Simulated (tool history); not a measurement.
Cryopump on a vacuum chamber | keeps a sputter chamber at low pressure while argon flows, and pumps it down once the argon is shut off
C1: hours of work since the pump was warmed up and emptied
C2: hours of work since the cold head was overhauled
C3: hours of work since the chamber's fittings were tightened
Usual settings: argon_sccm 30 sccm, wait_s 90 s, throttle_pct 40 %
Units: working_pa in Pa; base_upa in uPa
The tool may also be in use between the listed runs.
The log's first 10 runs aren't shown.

Run 11, hour 109.6: usual settings but argon_sccm 38 sccm; C1 194; C2 194; C3 1435. Result: working_pa 0.1125 Pa, base_upa 1.15 uPa.
Run 12, hour 117.4: usual settings but argon_sccm 38 sccm; C1 198; C2 198; C3 1440. Result: working_pa 0.1119 Pa, base_upa 1.25 uPa.
Run 13, hour 130: usual settings but argon_sccm 38 sccm; C1 206; C2 206; C3 1447. Result: working_pa 0.1133 Pa, base_upa 1.16 uPa.
Run 14, hour 138.9: usual settings but argon_sccm 16 sccm; C1 211; C2 211; C3 1452. Result: working_pa 0.0479 Pa, base_upa 1.17 uPa.
Run 15, hour 148.3: usual settings but throttle_pct 20 %; C1 216; C2 216; C3 1457. Result: working_pa 0.1746 Pa, base_upa 1.19 uPa.
Run 16, hour 154.5: usual settings; C1 220; C2 220; C3 1461. Result: working_pa 0.0896 Pa, base_upa 1.19 uPa.
Run 17, hour 170: usual settings; C1 229; C2 229; C3 1470. Result: working_pa 0.0902 Pa, base_upa 1.17 uPa.
Run 18, hour 183.9: usual settings; C1 237; C2 237; C3 1478. Result: working_pa 0.0897 Pa, base_upa 1.18 uPa.
Run 19, hour 194.9: usual settings but argon_sccm 42 sccm, throttle_pct 19 %; C1 243; C2 243; C3 1484. Result: working_pa 0.257 Pa, base_upa 1.18 uPa.
Run 20, hour 207.5: usual settings but argon_sccm 42 sccm, throttle_pct 19 %; C1 250; C2 250; C3 1492. Result: working_pa 0.2595 Pa, base_upa 1.21 uPa.
Run 21, hour 219.4: usual settings but argon_sccm 21 sccm, wait_s 85 s, throttle_pct 53 %; C1 257; C2 257; C3 1499. Result: working_pa 0.0475 Pa, base_upa 1.28 uPa.
Run 22, hour 234.7: usual settings but argon_sccm 25 sccm, throttle_pct 50 %; C1 266; C2 266; C3 1507. Result: working_pa 0.0607 Pa, base_upa 1.24 uPa.
Run 23, hour 246.7: usual settings but argon_sccm 25 sccm, throttle_pct 50 %; C1 273; C2 273; C3 1514. Result: working_pa 0.061 Pa, base_upa 1.23 uPa.
Run 24, hour 255.9: usual settings but argon_sccm 37 sccm, wait_s 264 s, throttle_pct 34 %; C1 278; C2 278; C3 1520. Result: working_pa 0.1302 Pa, base_upa 0.73 uPa.
Run 25, hour 265.9: usual settings but argon_sccm 44 sccm, wait_s 71 s, throttle_pct 34 %; C1 284; C2 284; C3 1525. Result: working_pa 0.1556 Pa, base_upa 1.39 uPa.
Run 26, hour 278.7: usual settings but argon_sccm 44 sccm, wait_s 109 s, throttle_pct 20 %; C1 292; C2 292; C3 1533. Result: working_pa 0.2583 Pa, base_upa 1.15 uPa.
Run 27, hour 287.5: usual settings but argon_sccm 44 sccm, wait_s 109 s, throttle_pct 20 %; C1 297; C2 297; C3 1538. Result: working_pa 0.258 Pa, base_upa 1.12 uPa.
Run 28, hour 301.8: usual settings but argon_sccm 34 sccm, throttle_pct 39 %; C1 305; C2 305; C3 1546. Result: working_pa 0.1074 Pa, base_upa 1.28 uPa.
Run 29, hour 308.6: usual settings but argon_sccm 34 sccm, throttle_pct 39 %; C1 309; C2 309; C3 1550. Result: working_pa 0.1059 Pa, base_upa 1.22 uPa.
Run 30, hour 317.2: usual settings but argon_sccm 34 sccm, wait_s 22 s, throttle_pct 39 %; C1 314; C2 314; C3 1555. Result: working_pa 0.1061 Pa, base_upa 3.46 uPa.
Run 31, hour 327.9: usual settings but argon_sccm 21 sccm, wait_s 210 s, throttle_pct 34 %; C1 320; C2 320; C3 1561. Result: working_pa 0.0753 Pa, base_upa 0.88 uPa.
Run 32, hour 335.5: usual settings but argon_sccm 19 sccm, wait_s 182 s, throttle_pct 29 %; C1 324; C2 324; C3 1566. Result: working_pa 0.0779 Pa, base_upa 0.9 uPa.
Run 33, hour 350.5: usual settings but wait_s 218 s, throttle_pct 19 %; C1 333; C2 333; C3 1574. Result: working_pa 0.1852 Pa, base_upa 0.85 uPa.
Run 34, hour 365.7: usual settings but wait_s 21 s, throttle_pct 19 %; C1 342; C2 342; C3 1583. Result: working_pa 0.1862 Pa, base_upa 3.72 uPa.
Run 35, hour 375.2: usual settings but argon_sccm 31 sccm, wait_s 149 s, throttle_pct 16 %; C1 347; C2 347; C3 1589. Result: working_pa 0.2298 Pa, base_upa 0.97 uPa.

3 ways to go on from here, each from the tool as it stands after run 35. What would each give?
Run A, hour 390: usual settings but argon_sccm 46 sccm; C1 356; C2 356; C3 1597. Result: working_pa ?, base_upa ?.
Run B, hour 390: usual settings but argon_sccm 31 sccm, wait_s 263 s, throttle_pct 16 %; C1 356; C2 356; C3 1597. Result: working_pa ?, base_upa ?.
Run C, hour 390: usual settings but argon_sccm 31 sccm, wait_s 252 s, throttle_pct 16 %; C1 356; C2 356; C3 1597. Result: working_pa ?, base_upa ?.

run  working_pa  base_upa
  A      0.1423      1.32
  B      0.2254      0.77
  C      0.2267      0.79
Without the tool's hidden state the same runs would have given:
run  working_pa  base_upa
  A      0.1311      0.97
  B       0.218      0.43
  C      0.2191      0.45
